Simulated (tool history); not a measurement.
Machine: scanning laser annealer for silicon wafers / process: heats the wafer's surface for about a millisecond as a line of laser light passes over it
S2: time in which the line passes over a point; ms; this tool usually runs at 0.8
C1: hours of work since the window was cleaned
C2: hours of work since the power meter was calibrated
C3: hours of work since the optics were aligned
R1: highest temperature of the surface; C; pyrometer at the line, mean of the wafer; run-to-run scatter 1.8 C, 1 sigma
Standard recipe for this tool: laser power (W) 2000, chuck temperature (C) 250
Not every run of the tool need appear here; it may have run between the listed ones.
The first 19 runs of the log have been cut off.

Run 20, hour 972.2: usual settings but laser power (W) 1787; C1 633; C2 1429; C3 266. Result: R1 875 C.
Run 21, hour 1020.9: usual settings but laser power (W) 1787; C1 663; C2 1459; C3 295. Result: R1 878 C.
Run 22, hour 1074.9: usual settings but laser power (W) 1787; C1 695; C2 1491; C3 328. Result: R1 869 C.
Run 23, hour 1142.5: usual settings but laser power (W) 1781, S2 0.96 ms, chuck temperature (C) 269; C1 736; C2 1532; C3 368. Result: R1 953 C.
Run 24, hour 1185.4: usual settings but S2 0.829 ms, chuck temperature (C) 288; C1 762; C2 1558; C3 394. Result: R1 1005 C.
At hour 1266.8: window over the wafer cleaned.
Run 25, hour 1266.8: usual settings but laser power (W) 1731, S2 0.569 ms, chuck temperature (C) 242; C1 0; C2 1606; C3 442. Result: R1 764 C.
Run 26, hour 1310.8: usual settings but laser power (W) 1921, S2 0.929 ms, chuck temperature (C) 280; C1 27; C2 1632; C3 469. Result: R1 1049 C.
Run 27, hour 1363: usual settings but laser power (W) 1921, S2 0.929 ms, chuck temperature (C) 280; C1 58; C2 1664; C3 500. Result: R1 1046 C.
Run 28, hour 1444.5: usual settings but laser power (W) 1970, S2 0.612 ms; C1 107; C2 1713; C3 549. Result: R1 872 C.
Run 29, hour 1526.9: usual settings but laser power (W) 1741, S2 0.919 ms, chuck temperature (C) 215; C1 157; C2 1763; C3 599. Result: R1 896 C.
Run 30, hour 1571.2: usual settings but laser power (W) 1923, S2 0.919 ms, chuck temperature (C) 215; C1 184; C2 1790; C3 626. Result: R1 972 C.
Run 31, hour 1606.7: usual settings but laser power (W) 2083, S2 0.606 ms; C1 205; C2 1811; C3 647. Result: R1 903 C.
Run 32, hour 1678.7: usual settings but laser power (W) 2083, S2 0.606 ms, chuck temperature (C) 289; C1 249; C2 1854; C3 691. Result: R1 944 C.
Run 33, hour 1715.5: usual settings but laser power (W) 2083, S2 0.886 ms, chuck temperature (C) 222; C1 271; C2 1877; C3 713. Result: R1 1024 C.
Run 34, hour 1787.4: usual settings but laser power (W) 2048, S2 0.668 ms, chuck temperature (C) 246; C1 314; C2 1920; C3 756. Result: R1 912 C.
Run 35, hour 1867: usual settings but laser power (W) 2048, S2 0.668 ms, chuck temperature (C) 246; C1 362; C2 1968; C3 804. Result: R1 907 C.
Run 36, hour 1931.8: usual settings but laser power (W) 2006, S2 0.631 ms, chuck temperature (C) 277; C1 401; C2 2007; C3 844. Result: R1 907 C.
Run 37, hour 2009.1: usual settings but laser power (W) 1985, chuck temperature (C) 282; C1 448; C2 2054; C3 890. Result: R1 994 C.
Run 38, hour 2048.8: usual settings but laser power (W) 1985, chuck temperature (C) 282; C1 472; C2 2078; C3 914. Result: R1 991 C.
Run 39, hour 2103.2: usual settings but laser power (W) 1985, chuck temperature (C) 282; C1 505; C2 2111; C3 947. Result: R1 987 C.
Run 40, hour 2169.4: usual settings but laser power (W) 1717, S2 0.773 ms, chuck temperature (C) 223; C1 545; C2 2151; C3 987. Result: R1 808 C.

Below are 5 alternative next runs, each starting from the tool's condition after run 40. Predict each:
Run A, hour 2242.8: usual settings but laser power (W) 2142; C1 589; C2 2195; C3 1031. Result: R1 ?.
Run B, hour 2242.8: usual settings but laser power (W) 1943, S2 0.833 ms, chuck temperature (C) 232; C1 589; C2 2195; C3 1031. Result: R1 ?.
Run C, hour 2242.8: usual settings but laser power (W) 2066, S2 0.802 ms, chuck temperature (C) 234; C1 589; C2 2195; C3 1031. Result: R1 ?.
Run D, hour 2242.8: usual settings but S2 0.863 ms; C1 589; C2 2195; C3 1031. Result: R1 ?.
Run E, hour 2242.8: usual settings but laser power (W) 2057, S2 0.773 ms, chuck temperature (C) 223; C1 589; C2 2195; C3 1031. Result: R1 ?.

run    R1
  A  1009
  B   930
  C   968
  D   982
  E   936
With the hidden condition removed and each run's random variation left untouched, the same runs would have given:
run    R1
  A  1053
  B   970
  C  1010
  D  1024
  E   976

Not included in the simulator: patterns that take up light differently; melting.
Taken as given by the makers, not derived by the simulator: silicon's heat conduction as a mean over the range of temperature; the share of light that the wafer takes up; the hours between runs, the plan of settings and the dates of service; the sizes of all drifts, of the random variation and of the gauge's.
